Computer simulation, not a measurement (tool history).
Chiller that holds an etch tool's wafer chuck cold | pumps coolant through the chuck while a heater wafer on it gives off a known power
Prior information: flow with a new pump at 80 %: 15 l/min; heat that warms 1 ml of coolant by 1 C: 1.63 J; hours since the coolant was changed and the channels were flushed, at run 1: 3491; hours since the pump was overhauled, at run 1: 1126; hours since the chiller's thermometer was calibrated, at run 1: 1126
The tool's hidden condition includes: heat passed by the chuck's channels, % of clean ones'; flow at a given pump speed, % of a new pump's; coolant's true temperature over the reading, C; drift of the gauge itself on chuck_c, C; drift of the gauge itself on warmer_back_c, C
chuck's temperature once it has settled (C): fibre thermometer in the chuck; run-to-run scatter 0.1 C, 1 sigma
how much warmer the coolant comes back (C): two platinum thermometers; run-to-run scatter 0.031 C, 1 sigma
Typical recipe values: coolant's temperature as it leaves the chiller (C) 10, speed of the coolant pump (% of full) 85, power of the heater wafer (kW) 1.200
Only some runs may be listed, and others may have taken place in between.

| run | hour | coolant's temperature as it leaves the chiller (C) | speed of the coolant pump (% of full) | power of the heater wafer (kW) | hours since the coolant was changed and the channels were flushed | hours since the pump was overhauled | hours since the chiller's thermometer was calibrated | chuck's temperature once it has settled (C) | how much warmer the coolant comes back (C) |
|---|---|---|---|---|---|---|---|---|---|
| 1 | 0.0 | 10 | 85 | 1.200 | 3491 | 1126 | 1126 | 18.2 | 2.77 |
| 2 | 60.2 | 10 | 85 | 1.200 | 3551 | 1187 | 1187 | 18.2 | 2.82 |
| 3 | 121.5 | 10 | 94 | 1.200 | 3613 | 1248 | 1248 | 17.4 | 2.56 |
| 4 | 183.9 | 10 | 94 | 1.200 | 3675 | 1310 | 1310 | 17.9 | 2.56 |
| 5 | 290.4 | 10 | 94 | 1.200 | 3782 | 1417 | 1417 | 17.7 | 2.55 |
| 6 | 401.4 | 10 | 94 | 1.200 | 3893 | 1528 | 1528 | 17.7 | 2.58 |
| 7 | 532.5 | 13 | 85 | 1.200 | 4024 | 1659 | 1659 | 21.3 | 2.81 |
| 8 | 595.1 | 13 | 85 | 1.200 | 4086 | 1722 | 1722 | 21.3 | 2.91 |
| 9 | 700.0 | 10 | 85 | 1.107 | 4191 | 1826 | 1826 | 17.7 | 2.65 |
| 10 | 791.5 | 10 | 85 | 1.107 | 4283 | 1918 | 1918 | 17.8 | 2.66 |
| 11 | 885.0 | 10 | 66 | 1.200 | 4376 | 2011 | 2011 | 20.1 | 3.72 |
| 12 | 996.3 | 10 | 85 | 1.200 | 4488 | 2123 | 2123 | 18.5 | 2.89 |
| 13 | 1071.8 | 14 | 85 | 1.200 | 4563 | 2198 | 2198 | 22.5 | 2.92 |
| 14 | 1199.4 | 10 | 85 | 0.892 | 4691 | 2326 | 2326 | 16.2 | 2.13 |
|  | 1295.0 | chiller's thermometer calibrated |
| 15 | 1330.5 | 10 | 85 | 0.892 | 4821 | 2456 | 35 | 16.0 | 2.12 |
| 16 | 1458.1 | 10 | 85 | 1.200 | 4948 | 2583 | 163 | 18.3 | 2.90 |
| 17 | 1535.0 | 19 | 88 | 1.257 | 5025 | 2660 | 240 | 27.9 | 2.92 |
| 18 | 1603.2 | 19 | 98 | 1.257 | 5093 | 2729 | 308 | 26.9 | 2.67 |
| 19 | 1675.8 | 1 | 85 | 0.826 | 5166 | 2801 | 381 | 6.6 | 2.02 |
|  | 1749.4 | chiller's thermometer calibrated, once more |
| 20 | 1750.3 | 10 | 65 | 0.781 | 5240 | 2875 | 1 | 16.9 | 2.49 |
| 21 | 1831.0 | 10 | 65 | 0.781 | 5320 | 2955 | 82 | 17.0 | 2.47 |
| 22 | 1912.8 | 10 | 85 | 1.010 | 5402 | 3037 | 163 | 17.4 | 2.43 |
| 23 | 2027.5 | 10 | 68 | 1.161 | 5517 | 3152 | 278 | 20.0 | 3.54 |
| 24 | 2083.2 | 10 | 68 | 1.161 | 5572 | 3208 | 334 | 20.0 | 3.55 |
| 25 | 2216.2 | 10 | 74 | 1.240 | 5705 | 3341 | 467 | 20.3 | 3.50 |
| 26 | 2279.7 | 10 | 74 | 1.240 | 5769 | 3404 | 530 | 20.2 | 3.47 |
| 27 | 2335.4 | 10 | 74 | 1.240 | 5825 | 3460 | 586 | 20.2 | 3.48 |
| 28 | 2415.4 | 10 | 74 | 1.240 | 5905 | 3540 | 666 | 20.3 | 3.47 |
| 29 | 2524.8 | 10 | 95 | 0.837 | 6014 | 3649 | 775 | 15.8 | 1.87 |
| 30 | 2658.1 | 4 | 75 | 1.224 | 6147 | 3782 | 909 | 13.8 | 3.38 |
| 31 | 2715.6 | 10 | 64 | 0.678 | 6205 | 3840 | 966 | 16.2 | 2.24 |
| 32 | 2815.4 | 10 | 64 | 0.678 | 6305 | 3940 | 1066 | 16.3 | 2.18 |

Table of differences, measured result less the result of that run with no hidden state. Run-to-run variation is the same in both. Gauge scatter possibly is not:
| run | chuck's temperature once it has settled (C) | how much warmer the coolant comes back (C) |
|---|---|---|
| 1 | +0.5 | +0.05 |
| 2 | +0.5 | +0.05 |
| 3 | +0.5 | +0.05 |
| 4 | +0.6 | +0.05 |
| 5 | +0.5 | +0.05 |
| 6 | +0.6 | +0.06 |
| 7 | +0.6 | +0.07 |
| 8 | +0.6 | +0.08 |
| 9 | +0.6 | +0.08 |
| 10 | +0.6 | +0.08 |
| 11 | +0.8 | +0.13 |
| 12 | +0.7 | +0.10 |
| 13 | +0.7 | +0.11 |
| 14 | +0.5 | +0.08 |
| 15 | +0.4 | +0.09 |
| 16 | +0.7 | +0.14 |
| 17 | +0.8 | +0.14 |
| 18 | +0.7 | +0.13 |
| 19 | +0.4 | +0.10 |
| 20 | +0.9 | +0.12 |
| 21 | +0.9 | +0.13 |
| 22 | +0.9 | +0.14 |
| 23 | +1.3 | +0.20 |
| 24 | +1.3 | +0.21 |
| 25 | +1.4 | +0.22 |
| 26 | +1.4 | +0.22 |
| 27 | +1.4 | +0.22 |
| 28 | +1.4 | +0.23 |
| 29 | +0.7 | +0.12 |
| 30 | +1.4 | +0.24 |
| 31 | +0.8 | +0.16 |
| 32 | +0.8 | +0.16 |

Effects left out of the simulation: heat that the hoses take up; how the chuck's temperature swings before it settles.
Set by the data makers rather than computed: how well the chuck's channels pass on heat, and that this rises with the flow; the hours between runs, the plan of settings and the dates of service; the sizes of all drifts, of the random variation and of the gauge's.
